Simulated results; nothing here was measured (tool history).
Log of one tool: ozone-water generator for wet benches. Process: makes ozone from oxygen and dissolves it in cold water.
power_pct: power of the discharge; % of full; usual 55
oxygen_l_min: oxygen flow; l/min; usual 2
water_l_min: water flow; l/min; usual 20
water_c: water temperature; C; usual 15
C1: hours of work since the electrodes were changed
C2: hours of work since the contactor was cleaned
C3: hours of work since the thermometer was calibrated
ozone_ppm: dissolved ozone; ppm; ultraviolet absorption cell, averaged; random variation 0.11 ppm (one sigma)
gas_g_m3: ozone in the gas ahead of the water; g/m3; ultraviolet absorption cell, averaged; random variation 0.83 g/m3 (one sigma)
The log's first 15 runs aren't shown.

{"run": 16, "hour": 430.2, "power_pct": 55, "oxygen_l_min": 2, "water_l_min": 17, "water_c": 15, "C1": 1260, "C2": 107, "C3": 1535, "ozone_ppm": 8.3, "gas_g_m3": 131}
{"run": 17, "hour": 463.0, "power_pct": 64, "oxygen_l_min": 1.11, "water_l_min": 29, "water_c": 15, "C1": 1284, "C2": 131, "C3": 1559, "ozone_ppm": 3.5, "gas_g_m3": 174.1}
{"run": 18, "hour": 493.1, "power_pct": 62, "oxygen_l_min": 2, "water_l_min": 16, "water_c": 22, "C1": 1306, "C2": 153, "C3": 1581, "ozone_ppm": 8.7, "gas_g_m3": 140.5}
{"run": 19, "hour": 517.0, "power_pct": 94, "oxygen_l_min": 3.18, "water_l_min": 20, "water_c": 10, "C1": 1323, "C2": 171, "C3": 1598, "ozone_ppm": 12.2, "gas_g_m3": 159}
{"run": 20, "hour": 557.8, "power_pct": 94, "oxygen_l_min": 3.18, "water_l_min": 20, "water_c": 10, "C1": 1353, "C2": 200, "C3": 1628, "ozone_ppm": 12.6, "gas_g_m3": 159.3}
{"run": 21, "hour": 588.4, "power_pct": 94, "oxygen_l_min": 3.18, "water_l_min": 13, "water_c": 10, "C1": 1375, "C2": 222, "C3": 1650, "ozone_ppm": 18.6, "gas_g_m3": 158.2}
{"run": 22, "hour": 618.4, "power_pct": 94, "oxygen_l_min": 3.18, "water_l_min": 19, "water_c": 12, "C1": 1397, "C2": 244, "C3": 1672, "ozone_ppm": 12.8, "gas_g_m3": 160.1}
{"run": 23, "hour": 635.7, "power_pct": 94, "oxygen_l_min": 3.18, "water_l_min": 19, "water_c": 12, "C1": 1409, "C2": 257, "C3": 1684, "ozone_ppm": 12.6, "gas_g_m3": 159.2}
{"run": 24, "hour": 675.7, "power_pct": 74, "oxygen_l_min": 2, "water_l_min": 20, "water_c": 16, "C1": 1438, "C2": 286, "C3": 1713, "ozone_ppm": 8.3, "gas_g_m3": 158.2}
{"run": 25, "hour": 710.8, "power_pct": 91, "oxygen_l_min": 2.73, "water_l_min": 20, "water_c": 15, "C1": 1464, "C2": 311, "C3": 1739, "ozone_ppm": 10.8, "gas_g_m3": 165.3}
{"run": 26, "hour": 733.6, "power_pct": 91, "oxygen_l_min": 2.73, "water_l_min": 20, "water_c": 15, "C1": 1480, "C2": 328, "C3": 1755, "ozone_ppm": 10.9, "gas_g_m3": 161.8}
{"run": 27, "hour": 762.1, "power_pct": 45, "oxygen_l_min": 2, "water_l_min": 32, "water_c": 9, "C1": 1501, "C2": 348, "C3": 1776, "ozone_ppm": 3.5, "gas_g_m3": 113.3}
{"run": 28, "hour": 782.3, "power_pct": 71, "oxygen_l_min": 2.25, "water_l_min": 18, "water_c": 9, "C1": 1516, "C2": 363, "C3": 1791, "ozone_ppm": 10, "gas_g_m3": 148.6}
{"run": 29, "hour": 809.0, "power_pct": 50, "oxygen_l_min": 3.48, "water_l_min": 20, "water_c": 15, "C1": 1535, "C2": 383, "C3": 1810, "ozone_ppm": 8.2, "gas_g_m3": 103.9}
{"run": 30, "hour": 827.2, "power_pct": 96, "oxygen_l_min": 3.48, "water_l_min": 26, "water_c": 15, "C1": 1548, "C2": 396, "C3": 1823, "ozone_ppm": 9.2, "gas_g_m3": 155.9}
{"run": 31, "hour": 844.0, "power_pct": 96, "oxygen_l_min": 1.07, "water_l_min": 26, "water_c": 7, "C1": 1561, "C2": 408, "C3": 1836, "ozone_ppm": 5.1, "gas_g_m3": 224.3}
{"run": 32, "hour": 867.2, "power_pct": 96, "oxygen_l_min": 1.07, "water_l_min": 26, "water_c": 7, "C1": 1577, "C2": 425, "C3": 1852, "ozone_ppm": 5.3, "gas_g_m3": 225.9}

4 ways to go on from here, each from the tool as it stands after run 32. What would each give?
{"run": "A", "hour": 903.9, "power_pct": 97, "oxygen_l_min": 1.3, "water_l_min": 20, "water_c": 22, "C1": 1604, "C2": 451, "C3": 1879, "ozone_ppm": "?", "gas_g_m3": "?"}
{"run": "B", "hour": 903.9, "power_pct": 96, "oxygen_l_min": 1.15, "water_l_min": 13, "water_c": 13, "C1": 1604, "C2": 451, "C3": 1879, "ozone_ppm": "?", "gas_g_m3": "?"}
{"run": "C", "hour": 903.9, "power_pct": 96, "oxygen_l_min": 2.06, "water_l_min": 26, "water_c": 22, "C1": 1604, "C2": 451, "C3": 1879, "ozone_ppm": "?", "gas_g_m3": "?"}
{"run": "D", "hour": 903.9, "power_pct": 55, "oxygen_l_min": 2, "water_l_min": 22, "water_c": 15, "C1": 1604, "C2": 451, "C3": 1879, "ozone_ppm": "?", "gas_g_m3": "?"}

run=A ozone_ppm=7.8 gas_g_m3=211.3
run=B ozone_ppm=11.9 gas_g_m3=218
run=C ozone_ppm=7 gas_g_m3=182.2
run=D ozone_ppm=6.2 gas_g_m3=129.2
Without the tool's hidden state the same runs would have given:
run=A ozone_ppm=8.2 gas_g_m3=219.2
run=B ozone_ppm=12.5 gas_g_m3=226.1
run=C ozone_ppm=7.3 gas_g_m3=188.9
run=D ozone_ppm=6.4 gas_g_m3=132.5
